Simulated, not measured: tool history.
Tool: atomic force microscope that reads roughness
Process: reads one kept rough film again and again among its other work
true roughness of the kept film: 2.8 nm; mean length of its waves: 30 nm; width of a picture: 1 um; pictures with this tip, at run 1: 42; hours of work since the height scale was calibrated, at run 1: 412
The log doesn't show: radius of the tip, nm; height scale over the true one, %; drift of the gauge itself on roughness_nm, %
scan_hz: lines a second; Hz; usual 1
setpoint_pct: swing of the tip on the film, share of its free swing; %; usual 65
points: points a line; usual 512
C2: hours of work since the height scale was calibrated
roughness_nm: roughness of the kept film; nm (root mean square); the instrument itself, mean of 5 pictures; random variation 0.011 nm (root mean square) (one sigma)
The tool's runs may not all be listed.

{"run": 1, "hour": 0.0, "scan_hz": 1, "setpoint_pct": 65, "points": 512, "pictures with this tip": 42, "C2": 412, "roughness_nm": 2.174}
{"run": 2, "hour": 19.0, "scan_hz": 1, "setpoint_pct": 65, "points": 512, "pictures with this tip": 63, "C2": 420, "roughness_nm": 2.078}
{"hour": 25.4, "done": "new tip fitted"}
{"run": 3, "hour": 52.9, "scan_hz": 1, "setpoint_pct": 65, "points": 512, "pictures with this tip": 32, "C2": 433, "roughness_nm": 2.234}
{"run": 4, "hour": 74.0, "scan_hz": 1, "setpoint_pct": 65, "points": 278, "pictures with this tip": 56, "C2": 441, "roughness_nm": 2.065}
{"hour": 88.1, "done": "new tip fitted"}
{"run": 5, "hour": 101.9, "scan_hz": 1, "setpoint_pct": 65, "points": 278, "pictures with this tip": 16, "C2": 452, "roughness_nm": 2.324}
{"run": 6, "hour": 123.6, "scan_hz": 1, "setpoint_pct": 65, "points": 278, "pictures with this tip": 41, "C2": 461, "roughness_nm": 2.126}
{"run": 7, "hour": 144.5, "scan_hz": 1, "setpoint_pct": 71, "points": 512, "pictures with this tip": 65, "C2": 470, "roughness_nm": 1.989}
{"hour": 149.2, "done": "new tip fitted"}
{"run": 8, "hour": 180.3, "scan_hz": 1, "setpoint_pct": 65, "points": 512, "pictures with this tip": 36, "C2": 484, "roughness_nm": 2.222}
{"run": 9, "hour": 206.0, "scan_hz": 1, "setpoint_pct": 65, "points": 512, "pictures with this tip": 65, "C2": 494, "roughness_nm": 2.021}
{"hour": 209.6, "done": "new tip fitted"}
{"run": 10, "hour": 244.8, "scan_hz": 1, "setpoint_pct": 65, "points": 512, "pictures with this tip": 40, "C2": 509, "roughness_nm": 2.213}
{"run": 11, "hour": 266.0, "scan_hz": 1, "setpoint_pct": 65, "points": 512, "pictures with this tip": 64, "C2": 518, "roughness_nm": 2.044}
{"hour": 270.2, "done": "new tip fitted"}
{"run": 12, "hour": 292.3, "scan_hz": 1, "setpoint_pct": 65, "points": 512, "pictures with this tip": 25, "C2": 528, "roughness_nm": 2.292}
{"hour": 329.8, "done": "new tip fitted"}
{"run": 13, "hour": 336.9, "scan_hz": 1, "setpoint_pct": 65, "points": 512, "pictures with this tip": 8, "C2": 546, "roughness_nm": 2.429}
{"run": 14, "hour": 373.9, "scan_hz": 1, "setpoint_pct": 65, "points": 512, "pictures with this tip": 50, "C2": 561, "roughness_nm": 2.161}
{"hour": 390.5, "done": "new tip fitted"}
{"run": 15, "hour": 415.7, "scan_hz": 1, "setpoint_pct": 76, "points": 512, "pictures with this tip": 29, "C2": 577, "roughness_nm": 2.209}
{"hour": 453.1, "done": "new tip fitted"}
{"run": 16, "hour": 460.7, "scan_hz": 1, "setpoint_pct": 76, "points": 512, "pictures with this tip": 9, "C2": 595, "roughness_nm": 2.355}
{"run": 17, "hour": 487.5, "scan_hz": 1, "setpoint_pct": 80, "points": 512, "pictures with this tip": 40, "C2": 606, "roughness_nm": 2.131}
{"hour": 513.9, "done": "new tip fitted"}
{"run": 18, "hour": 531.7, "scan_hz": 1, "setpoint_pct": 64, "points": 512, "pictures with this tip": 21, "C2": 623, "roughness_nm": 2.301}
{"run": 19, "hour": 553.8, "scan_hz": 1, "setpoint_pct": 64, "points": 512, "pictures with this tip": 46, "C2": 632, "roughness_nm": 2.117}
{"hour": 574.7, "done": "new tip fitted"}
{"run": 20, "hour": 578.5, "scan_hz": 1, "setpoint_pct": 64, "points": 512, "pictures with this tip": 4, "C2": 642, "roughness_nm": 2.45}
{"run": 21, "hour": 623.2, "scan_hz": 1, "setpoint_pct": 65, "points": 512, "pictures with this tip": 55, "C2": 660, "roughness_nm": 2.116}
{"hour": 635.5, "done": "new tip fitted"}
{"run": 22, "hour": 665.3, "scan_hz": 0.93, "setpoint_pct": 65, "points": 512, "pictures with this tip": 34, "C2": 677, "roughness_nm": 2.221}
{"hour": 697.0, "done": "new tip fitted"}
{"run": 23, "hour": 697.0, "scan_hz": 0.93, "setpoint_pct": 65, "points": 512, "pictures with this tip": 0, "C2": 689, "roughness_nm": 2.502}
{"run": 24, "hour": 718.2, "scan_hz": 0.93, "setpoint_pct": 65, "points": 512, "pictures with this tip": 25, "C2": 698, "roughness_nm": 2.275}
{"run": 25, "hour": 749.8, "scan_hz": 1.55, "setpoint_pct": 65, "points": 512, "pictures with this tip": 61, "C2": 710, "roughness_nm": 1.999}
{"hour": 759.7, "done": "new tip fitted"}
{"run": 26, "hour": 776.4, "scan_hz": 1.17, "setpoint_pct": 65, "points": 279, "pictures with this tip": 20, "C2": 721, "roughness_nm": 2.284}
{"run": 27, "hour": 817.5, "scan_hz": 1.17, "setpoint_pct": 71, "points": 348, "pictures with this tip": 66, "C2": 737, "roughness_nm": 1.981}
{"hour": 820.9, "done": "new tip fitted"}
{"run": 28, "hour": 843.6, "scan_hz": 0.72, "setpoint_pct": 61, "points": 421, "pictures with this tip": 26, "C2": 747, "roughness_nm": 2.293}
{"run": 29, "hour": 877.2, "scan_hz": 2.31, "setpoint_pct": 67, "points": 512, "pictures with this tip": 64, "C2": 761, "roughness_nm": 1.943}
{"hour": 881.9, "done": "new tip fitted"}
{"run": 30, "hour": 902.3, "scan_hz": 0.55, "setpoint_pct": 60, "points": 827, "pictures with this tip": 23, "C2": 771, "roughness_nm": 2.331}
{"hour": 906.0, "done": "height scale calibrated on a step standard"}
{"run": 31, "hour": 928.0, "scan_hz": 0.55, "setpoint_pct": 60, "points": 827, "pictures with this tip": 51, "C2": 9, "roughness_nm": 2.164}
{"hour": 943.2, "done": "new tip fitted"}
{"run": 32, "hour": 949.8, "scan_hz": 3.54, "setpoint_pct": 88, "points": 512, "pictures with this tip": 8, "C2": 17, "roughness_nm": 1.865}
{"run": 33, "hour": 987.6, "scan_hz": 2.77, "setpoint_pct": 84, "points": 298, "pictures with this tip": 51, "C2": 33, "roughness_nm": 1.762}
{"hour": 1004.3, "done": "new tip fitted"}
{"run": 34, "hour": 1014.3, "scan_hz": 1, "setpoint_pct": 68, "points": 1022, "pictures with this tip": 12, "C2": 43, "roughness_nm": 2.39}
{"run": 35, "hour": 1051.9, "scan_hz": 1, "setpoint_pct": 65, "points": 257, "pictures with this tip": 54, "C2": 58, "roughness_nm": 2.074}
{"hour": 1066.3, "done": "new tip fitted"}
{"hour": 1076.0, "done": "height scale calibrated on a step standard, once more"}
{"run": 36, "hour": 1089.9, "scan_hz": 0.66, "setpoint_pct": 74, "points": 499, "pictures with this tip": 26, "C2": 6, "roughness_nm": 2.296}
{"run": 37, "hour": 1116.1, "scan_hz": 0.5, "setpoint_pct": 90, "points": 600, "pictures with this tip": 56, "C2": 16, "roughness_nm": 2.061}
{"hour": 1127.9, "done": "new tip fitted"}
{"run": 38, "hour": 1153.4, "scan_hz": 0.69, "setpoint_pct": 88, "points": 600, "pictures with this tip": 29, "C2": 31, "roughness_nm": 2.182}
{"hour": 1190.5, "done": "new tip fitted"}
{"run": 39, "hour": 1199.2, "scan_hz": 0.69, "setpoint_pct": 88, "points": 600, "pictures with this tip": 10, "C2": 49, "roughness_nm": 2.343}
{"run": 40, "hour": 1240.2, "scan_hz": 0.69, "setpoint_pct": 88, "points": 600, "pictures with this tip": 57, "C2": 65, "roughness_nm": 2.024}
{"hour": 1250.6, "done": "new tip fitted"}
{"run": 41, "hour": 1259.9, "scan_hz": 3.31, "setpoint_pct": 69, "points": 512, "pictures with this tip": 10, "C2": 73, "roughness_nm": 2.231}
{"run": 42, "hour": 1281.3, "scan_hz": 0.67, "setpoint_pct": 69, "points": 259, "pictures with this tip": 35, "C2": 82, "roughness_nm": 2.187}
{"run": 43, "hour": 1309.6, "scan_hz": 0.67, "setpoint_pct": 69, "points": 259, "pictures with this tip": 67, "C2": 93, "roughness_nm": 1.997}
{"hour": 1314.1, "done": "new tip fitted"}
{"run": 44, "hour": 1335.1, "scan_hz": 1.05, "setpoint_pct": 85, "points": 404, "pictures with this tip": 24, "C2": 103, "roughness_nm": 2.176}
{"hour": 1374.2, "done": "new tip fitted"}
{"run": 45, "hour": 1375.9, "scan_hz": 1.05, "setpoint_pct": 85, "points": 775, "pictures with this tip": 2, "C2": 119, "roughness_nm": 2.344}
{"run": 46, "hour": 1404.3, "scan_hz": 1.06, "setpoint_pct": 89, "points": 360, "pictures with this tip": 34, "C2": 131, "roughness_nm": 2.06}
{"hour": 1434.9, "done": "new tip fitted"}
{"run": 47, "hour": 1441.5, "scan_hz": 1.06, "setpoint_pct": 89, "points": 360, "pictures with this tip": 8, "C2": 145, "roughness_nm": 2.255}
{"run": 48, "hour": 1463.2, "scan_hz": 0.8, "setpoint_pct": 81, "points": 685, "pictures with this tip": 33, "C2": 154, "roughness_nm": 2.173}
{"hour": 1496.2, "done": "new tip fitted"}
{"run": 49, "hour": 1509.2, "scan_hz": 0.8, "setpoint_pct": 81, "points": 685, "pictures with this tip": 15, "C2": 172, "roughness_nm": 2.289}
{"run": 50, "hour": 1543.6, "scan_hz": 0.8, "setpoint_pct": 81, "points": 685, "pictures with this tip": 54, "C2": 186, "roughness_nm": 2.045}

The same runs without the tool's hidden state, with the same run-to-run variation:
run=1 roughness_nm=2.469
run=2 roughness_nm=2.502
run=3 roughness_nm=2.504
run=4 roughness_nm=2.474
run=5 roughness_nm=2.472
run=6 roughness_nm=2.458
run=7 roughness_nm=2.471
run=8 roughness_nm=2.501
run=9 roughness_nm=2.489
run=10 roughness_nm=2.511
run=11 roughness_nm=2.493
run=12 roughness_nm=2.516
run=13 roughness_nm=2.507
run=14 roughness_nm=2.528
run=15 roughness_nm=2.432
run=16 roughness_nm=2.433
run=17 roughness_nm=2.428
run=18 roughness_nm=2.51
run=19 roughness_nm=2.506
run=20 roughness_nm=2.509
run=21 roughness_nm=2.518
run=22 roughness_nm=2.495
run=23 roughness_nm=2.515
run=24 roughness_nm=2.498
run=25 roughness_nm=2.459
run=26 roughness_nm=2.473
run=27 roughness_nm=2.457
run=28 roughness_nm=2.522
run=29 roughness_nm=2.404
run=30 roughness_nm=2.532
run=31 roughness_nm=2.543
run=32 roughness_nm=1.937
run=33 roughness_nm=2.102
run=34 roughness_nm=2.514
run=35 roughness_nm=2.466
run=36 roughness_nm=2.502
run=37 roughness_nm=2.461
run=38 roughness_nm=2.432
run=39 roughness_nm=2.42
run=40 roughness_nm=2.415
run=41 roughness_nm=2.316
run=42 roughness_nm=2.471
run=43 roughness_nm=2.474
run=44 roughness_nm=2.367
run=45 roughness_nm=2.379
run=46 roughness_nm=2.331
run=47 roughness_nm=2.333
run=48 roughness_nm=2.441
run=49 roughness_nm=2.43
run=50 roughness_nm=2.441

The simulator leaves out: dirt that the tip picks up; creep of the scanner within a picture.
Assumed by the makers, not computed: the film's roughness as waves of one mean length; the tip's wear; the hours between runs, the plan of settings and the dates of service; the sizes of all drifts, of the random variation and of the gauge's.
